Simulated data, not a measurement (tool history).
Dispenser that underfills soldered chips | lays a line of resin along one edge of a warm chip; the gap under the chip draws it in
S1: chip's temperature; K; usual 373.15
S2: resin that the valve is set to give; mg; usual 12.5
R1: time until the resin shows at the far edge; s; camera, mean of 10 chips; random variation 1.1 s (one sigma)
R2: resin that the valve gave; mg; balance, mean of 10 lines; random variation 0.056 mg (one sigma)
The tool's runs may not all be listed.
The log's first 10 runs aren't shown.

run,hour,S1,S2,R1,R2
# hour 70.9: new syringe of resin
11,74.3,373.15,13.8,123.3,13.24
12,83.5,373.15,13.8,199.3,13.09
13,88.3,373.15,13.8,254.2,12.97
# hour 90.1: new syringe of resin
14,95.1,373.15,14.9,134.7,14.00
# hour 96.7: dispensing valve cleaned and set on the balance
15,102.2,373.15,12.5,185.3,12.37
# hour 109.9: new syringe of resin
16,112.4,373.15,15.7,117.2,15.65
17,117.2,373.15,15.7,151.5,15.51
18,122.4,373.15,12.5,203.6,12.24
# hour 129.1: new syringe of resin
19,131.1,369.15,13.5,129.8,13.24
20,136.7,367.15,13.5,182.8,13.28
21,146.6,367.15,13.5,309.8,13.13
# hour 148.1: new syringe of resin
22,153.4,367.15,13.5,167.5,13.21
23,158.7,385.15,13.8,124.0,13.43
24,163.8,385.15,13.8,160.4,13.40
# hour 167.1: new syringe of resin
25,173.0,373.15,13.8,140.6,13.44
26,179.1,367.15,11.7,236.9,11.27
27,184.3,363.15,11.2,371.5,10.82
# hour 186.0: new syringe of resin
28,193.0,371.15,15.4,155.6,14.75
29,197.3,375.15,15.3,168.7,14.71
# hour 205.3: new syringe of resin
30,206.1,365.15,13.4,140.9,12.75
31,212.8,365.15,13.4,197.6,12.73
32,220.5,368.15,10.9,279.2,10.33
# hour 224.4: new syringe of resin
33,225.9,360.15,13.0,176.0,12.38
34,235.0,360.15,13.0,277.2,12.25
35,240.4,386.15,15.4,156.6,14.58

3 ways to go on from here, each from the tool as it stands after run 35. What would each give?
# hour 241.9: dispensing valve cleaned and set on the balance
# hour 244.3: new syringe of resin
A,248.1,369.15,11.6,?,?
# hour 241.9: dispensing valve cleaned and set on the balance
# hour 244.3: new syringe of resin
B,248.1,383.15,15.4,?,?
# hour 241.9: dispensing valve cleaned and set on the balance
# hour 244.3: new syringe of resin
C,248.1,370.15,15.7,?,?

run,R1,R2
A,145.9,11.49
B,92.2,15.46
C,140.1,15.62
Without the tool's hidden state the same runs would have given:
run,R1,R2
A,117.2,11.53
B,74.2,15.51
C,112.6,15.68
